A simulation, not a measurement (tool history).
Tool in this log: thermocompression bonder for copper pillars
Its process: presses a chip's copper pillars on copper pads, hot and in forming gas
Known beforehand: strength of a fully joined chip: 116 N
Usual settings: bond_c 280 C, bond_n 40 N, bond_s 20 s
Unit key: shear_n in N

run 1 hour=0 | bond_c=280 bond_n=40 bond_s=20 | shear_n=68.9
run 2 hour=10.4 | bond_c=280 bond_n=40 bond_s=20 | shear_n=69.8
run 3 hour=28.9 | bond_c=280 bond_n=34 bond_s=20 | shear_n=66.2
run 4 hour=51.3 | bond_c=280 bond_n=34 bond_s=20 | shear_n=66.8
-- hour=67.7 forming gas filter changed
run 5 hour=69.2 | bond_c=288 bond_n=34 bond_s=20 | shear_n=80.3
run 6 hour=84.8 | bond_c=288 bond_n=34 bond_s=20 | shear_n=79.1
run 7 hour=101.3 | bond_c=280 bond_n=40 bond_s=22 | shear_n=78.5
run 8 hour=117 | bond_c=280 bond_n=40 bond_s=14 | shear_n=69.7
run 9 hour=134.4 | bond_c=280 bond_n=40 bond_s=20 | shear_n=76.2
run 10 hour=144.7 | bond_c=280 bond_n=40 bond_s=20 | shear_n=76.2
run 11 hour=162.4 | bond_c=280 bond_n=40 bond_s=10 | shear_n=60.9
run 12 hour=185 | bond_c=280 bond_n=40 bond_s=10 | shear_n=60.6
run 13 hour=197.2 | bond_c=280 bond_n=40 bond_s=10 | shear_n=60.7
run 14 hour=214.3 | bond_c=280 bond_n=40 bond_s=10 | shear_n=60.5
run 15 hour=224.4 | bond_c=280 bond_n=40 bond_s=10 | shear_n=60.2
run 16 hour=242.5 | bond_c=280 bond_n=37 bond_s=10 | shear_n=58.7
run 17 hour=254.8 | bond_c=263 bond_n=57 bond_s=20 | shear_n=68.9
run 18 hour=271.8 | bond_c=308 bond_n=53 bond_s=10 | shear_n=86.8
run 19 hour=294.6 | bond_c=280 bond_n=25 bond_s=22 | shear_n=63.4
run 20 hour=315.3 | bond_c=265 bond_n=38 bond_s=18 | shear_n=57.5
run 21 hour=334 | bond_c=280 bond_n=40 bond_s=22 | shear_n=75.1
run 22 hour=352.2 | bond_c=280 bond_n=50 bond_s=31 | shear_n=86.2
run 23 hour=365.5 | bond_c=306 bond_n=53 bond_s=17 | shear_n=94
run 24 hour=380 | bond_c=256 bond_n=24 bond_s=38 | shear_n=54.1
run 25 hour=389.5 | bond_c=268 bond_n=36 bond_s=17 | shear_n=57.7
run 26 hour=403.8 | bond_c=268 bond_n=36 bond_s=17 | shear_n=57.1
run 27 hour=425 | bond_c=263 bond_n=40 bond_s=46 | shear_n=74.7
run 28 hour=441.5 | bond_c=285 bond_n=40 bond_s=30 | shear_n=82.5
run 29 hour=464 | bond_c=280 bond_n=42 bond_s=20 | shear_n=71.4
run 30 hour=474.4 | bond_c=280 bond_n=48 bond_s=16 | shear_n=70.5
run 31 hour=495.5 | bond_c=280 bond_n=48 bond_s=16 | shear_n=69.9
run 32 hour=505 | bond_c=280 bond_n=48 bond_s=16 | shear_n=69.6

Below are 4 alternative next runs, each starting from the tool's condition after run 32. Predict each:
run A hour=520.7 | bond_c=307 bond_n=49 bond_s=30 | shear_n=?
run B hour=520.7 | bond_c=280 bond_n=26 bond_s=16 | shear_n=?
run C hour=520.7 | bond_c=271 bond_n=36 bond_s=11 | shear_n=?
run D hour=520.7 | bond_c=256 bond_n=28 bond_s=37 | shear_n=?

run=A shear_n=95.1
run=B shear_n=56
run=C shear_n=50.1
run=D shear_n=55.2
Had the tool no hidden state, the same runs would have come out as:
run=A shear_n=104.6
run=B shear_n=63.2
run=C shear_n=56.8
run=D shear_n=62.7

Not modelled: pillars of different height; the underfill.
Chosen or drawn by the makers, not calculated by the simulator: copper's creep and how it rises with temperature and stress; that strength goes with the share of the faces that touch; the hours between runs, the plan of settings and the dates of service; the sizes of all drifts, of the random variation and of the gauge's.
